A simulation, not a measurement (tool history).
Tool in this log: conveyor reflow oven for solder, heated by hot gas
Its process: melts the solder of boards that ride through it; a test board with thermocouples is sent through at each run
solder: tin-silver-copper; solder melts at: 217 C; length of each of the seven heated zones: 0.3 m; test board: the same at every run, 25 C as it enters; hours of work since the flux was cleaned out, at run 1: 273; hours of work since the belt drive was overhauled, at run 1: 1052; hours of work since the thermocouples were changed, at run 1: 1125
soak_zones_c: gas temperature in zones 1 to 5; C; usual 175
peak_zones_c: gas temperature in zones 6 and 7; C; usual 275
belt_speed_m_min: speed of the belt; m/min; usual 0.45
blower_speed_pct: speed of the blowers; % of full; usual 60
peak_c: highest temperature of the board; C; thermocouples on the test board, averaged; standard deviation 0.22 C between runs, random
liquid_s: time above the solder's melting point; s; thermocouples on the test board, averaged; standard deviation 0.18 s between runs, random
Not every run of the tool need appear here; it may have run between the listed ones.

| run | hour | soak_zones_c | peak_zones_c | belt_speed_m_min | blower_speed_pct | hours of work since the flux was cleaned out | hours of work since the belt drive was overhauled | hours of work since the thermocouples were changed | peak_c | liquid_s |
|---|---|---|---|---|---|---|---|---|---|---|
| 1 | 0 | 175 | 275 | 0.45 | 60 | 273 | 1052 | 1125 | 252.1 | 59.8 |
| 2 | 42.8 | 175 | 275 | 0.45 | 60 | 296 | 1076 | 1149 | 251.8 | 59.2 |
| 3 | 66.4 | 175 | 275 | 0.45 | 60 | 309 | 1088 | 1161 | 251.4 | 59.2 |
| 4 | 107.2 | 174 | 275 | 0.45 | 60 | 331 | 1111 | 1183 | 251.4 | 58.2 |
|  | 138 | flux residue cleaned out of gas plates and filters |
| 5 | 142.4 | 175 | 287 | 0.45 | 60 | 2 | 1127 | 1200 | 258.8 | 64.6 |
| 6 | 185.4 | 175 | 287 | 0.45 | 60 | 26 | 1150 | 1223 | 258.7 | 64.2 |
| 7 | 228.2 | 175 | 275 | 0.45 | 60 | 49 | 1173 | 1246 | 248.7 | 55.6 |
| 8 | 260.3 | 175 | 275 | 0.45 | 81 | 66 | 1191 | 1264 | 253.1 | 60.9 |
| 9 | 282.8 | 175 | 275 | 0.45 | 81 | 79 | 1203 | 1276 | 253.2 | 60.8 |
| 10 | 309.8 | 175 | 275 | 0.45 | 80 | 93 | 1218 | 1291 | 252.5 | 60.6 |
| 11 | 330.8 | 175 | 275 | 0.45 | 80 | 105 | 1229 | 1302 | 252.6 | 60.3 |
|  | 352.5 | thermocouples of zones 6 and 7 changed |
| 12 | 368.6 | 175 | 290 | 0.45 | 60 | 124 | 1249 | 9 | 260.8 | 65.4 |
|  | 397 | flux residue cleaned out of gas plates and filters, once more |
| 13 | 407.5 | 179 | 268 | 0.45 | 60 | 6 | 1267 | 27 | 250.1 | 60.7 |
| 14 | 452.7 | 166 | 273 | 0.515 | 78 | 30 | 1291 | 52 | 252.4 | 49.9 |
| 15 | 485.2 | 166 | 273 | 0.515 | 78 | 48 | 1309 | 69 | 251.6 | 50 |
| 16 | 524.2 | 175 | 265 | 0.522 | 60 | 69 | 1330 | 90 | 241.4 | 41.5 |
|  | 570.4 | belt drive overhauled, speed set with a stopwatch |
| 17 | 570.4 | 175 | 265 | 0.522 | 60 | 92 | 0 | 113 | 240.1 | 39.1 |
| 18 | 602.6 | 177 | 264 | 0.45 | 60 | 109 | 17 | 131 | 244.8 | 53.3 |
| 19 | 626.2 | 161 | 264 | 0.45 | 60 | 122 | 30 | 144 | 241.7 | 43.8 |
| 20 | 670.2 | 166 | 264 | 0.45 | 62 | 146 | 54 | 167 | 242.5 | 47.2 |
| 21 | 709.5 | 175 | 275 | 0.525 | 51 | 167 | 75 | 189 | 242.3 | 40.4 |
| 22 | 744.7 | 186 | 273 | 0.439 | 60 | 186 | 94 | 208 | 254.3 | 66.8 |

4 options for the next run, each taken on its own from the tool as it stands now. Forecast them:
| A | 769.1 | 186 | 278 | 0.439 | 60 | 200 | 108 | 221 | ? | ? |
| B | 769.1 | 183 | 276 | 0.45 | 70 | 200 | 108 | 221 | ? | ? |
| C | 769.1 | 177 | 268 | 0.449 | 60 | 200 | 108 | 221 | ? | ? |
| D | 769.1 | 175 | 275 | 0.45 | 53 | 200 | 108 | 221 | ? | ? |

| run | peak_c | liquid_s |
|---|---|---|
| A | 258.1 | 69.7 |
| B | 257.8 | 66.7 |
| C | 247.4 | 55.6 |
| D | 250.5 | 56.8 |
The same runs, with their run-to-run variation unchanged, on a tool lacking any hidden condition would have given:
| run | peak_c | liquid_s |
|---|---|---|
| A | 260.2 | 71.1 |
| B | 260.2 | 68.2 |
| C | 249.6 | 58 |
| D | 252.7 | 59 |

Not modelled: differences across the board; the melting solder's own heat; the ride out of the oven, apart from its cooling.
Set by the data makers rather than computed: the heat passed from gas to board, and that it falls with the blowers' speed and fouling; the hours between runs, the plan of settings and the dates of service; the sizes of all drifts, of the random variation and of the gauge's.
